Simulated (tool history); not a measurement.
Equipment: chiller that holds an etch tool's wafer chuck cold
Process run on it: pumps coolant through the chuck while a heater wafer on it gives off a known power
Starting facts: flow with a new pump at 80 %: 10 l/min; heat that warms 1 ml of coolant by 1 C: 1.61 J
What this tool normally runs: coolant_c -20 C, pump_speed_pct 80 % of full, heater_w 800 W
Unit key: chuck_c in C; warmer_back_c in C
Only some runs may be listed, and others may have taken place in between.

{"run": 1, "hour": 0.0, "coolant_c": -20, "pump_speed_pct": 80, "heater_w": 800, "chuck_c": -13.9, "warmer_back_c": 3.25}
{"run": 2, "hour": 139.7, "coolant_c": -20, "pump_speed_pct": 88, "heater_w": 800, "chuck_c": -14.3, "warmer_back_c": 2.91}
{"run": 3, "hour": 232.5, "coolant_c": -18, "pump_speed_pct": 88, "heater_w": 800, "chuck_c": -12.2, "warmer_back_c": 2.99}
{"run": 4, "hour": 373.5, "coolant_c": -18, "pump_speed_pct": 88, "heater_w": 800, "chuck_c": -12.3, "warmer_back_c": 2.93}
{"run": 5, "hour": 435.1, "coolant_c": -18, "pump_speed_pct": 88, "heater_w": 800, "chuck_c": -12.4, "warmer_back_c": 2.93}
{"run": 6, "hour": 501.8, "coolant_c": -18, "pump_speed_pct": 88, "heater_w": 800, "chuck_c": -12.3, "warmer_back_c": 2.91}
{"run": 7, "hour": 617.3, "coolant_c": -18, "pump_speed_pct": 88, "heater_w": 800, "chuck_c": -12.3, "warmer_back_c": 2.9}
{"run": 8, "hour": 693.2, "coolant_c": -18, "pump_speed_pct": 88, "heater_w": 800, "chuck_c": -12.3, "warmer_back_c": 2.97}
{"run": 9, "hour": 822.4, "coolant_c": -18, "pump_speed_pct": 88, "heater_w": 800, "chuck_c": -12.5, "warmer_back_c": 2.9}
{"run": 10, "hour": 934.1, "coolant_c": -20, "pump_speed_pct": 80, "heater_w": 800, "chuck_c": -13.6, "warmer_back_c": 3.29}
{"run": 11, "hour": 1071.0, "coolant_c": -20, "pump_speed_pct": 80, "heater_w": 800, "chuck_c": -13.9, "warmer_back_c": 3.24}
{"run": 12, "hour": 1214.2, "coolant_c": -20, "pump_speed_pct": 80, "heater_w": 800, "chuck_c": -13.5, "warmer_back_c": 3.34}
{"run": 13, "hour": 1273.3, "coolant_c": -20, "pump_speed_pct": 80, "heater_w": 800, "chuck_c": -13.6, "warmer_back_c": 3.29}
{"run": 14, "hour": 1388.6, "coolant_c": -20, "pump_speed_pct": 80, "heater_w": 800, "chuck_c": -13.8, "warmer_back_c": 3.3}
{"run": 15, "hour": 1447.8, "coolant_c": -14, "pump_speed_pct": 80, "heater_w": 800, "chuck_c": -7.6, "warmer_back_c": 3.32}
{"run": 16, "hour": 1555.6, "coolant_c": -20, "pump_speed_pct": 80, "heater_w": 800, "chuck_c": -13.6, "warmer_back_c": 3.27}
{"run": 17, "hour": 1645.0, "coolant_c": -11, "pump_speed_pct": 80, "heater_w": 732, "chuck_c": -5.3, "warmer_back_c": 3.06}
{"run": 18, "hour": 1741.5, "coolant_c": -15, "pump_speed_pct": 100, "heater_w": 707, "chuck_c": -10.1, "warmer_back_c": 2.33}
{"hour": 1758.0, "done": "coolant pump overhauled"}
{"run": 19, "hour": 1852.3, "coolant_c": -25, "pump_speed_pct": 80, "heater_w": 1021, "chuck_c": -16.6, "warmer_back_c": 4.47}
{"run": 20, "hour": 1915.2, "coolant_c": -17, "pump_speed_pct": 70, "heater_w": 794, "chuck_c": -9.8, "warmer_back_c": 3.98}
{"run": 21, "hour": 2020.3, "coolant_c": -17, "pump_speed_pct": 76, "heater_w": 1100, "chuck_c": -7.9, "warmer_back_c": 5.14}
{"hour": 2083.2, "done": "coolant changed, channels flushed"}
{"run": 22, "hour": 2115.9, "coolant_c": -20, "pump_speed_pct": 80, "heater_w": 1008, "chuck_c": -12.3, "warmer_back_c": 4.52}
{"run": 23, "hour": 2213.5, "coolant_c": -12, "pump_speed_pct": 77, "heater_w": 407, "chuck_c": -8.4, "warmer_back_c": 1.87}
{"run": 24, "hour": 2309.1, "coolant_c": -25, "pump_speed_pct": 94, "heater_w": 407, "chuck_c": -22.2, "warmer_back_c": 1.52}
{"hour": 2361.6, "done": "coolant pump overhauled, once more"}
{"run": 25, "hour": 2453.5, "coolant_c": -27, "pump_speed_pct": 65, "heater_w": 800, "chuck_c": -20.4, "warmer_back_c": 3.68}
{"run": 26, "hour": 2578.5, "coolant_c": -18, "pump_speed_pct": 80, "heater_w": 940, "chuck_c": -11.6, "warmer_back_c": 3.46}

Forecast run 27:
{"run": 27, "hour": 2659.5, "coolant_c": -20, "pump_speed_pct": 100, "heater_w": 774, "chuck_c": "?", "warmer_back_c": "?"}

Run 27 measured chuck_c -15.2 C, warmer_back_c 2.28 C.
Take away the tool's hidden state, keep the run-to-run variation as it was, and the same run would have given chuck_c -15.4 C, warmer_back_c 2.29 C.
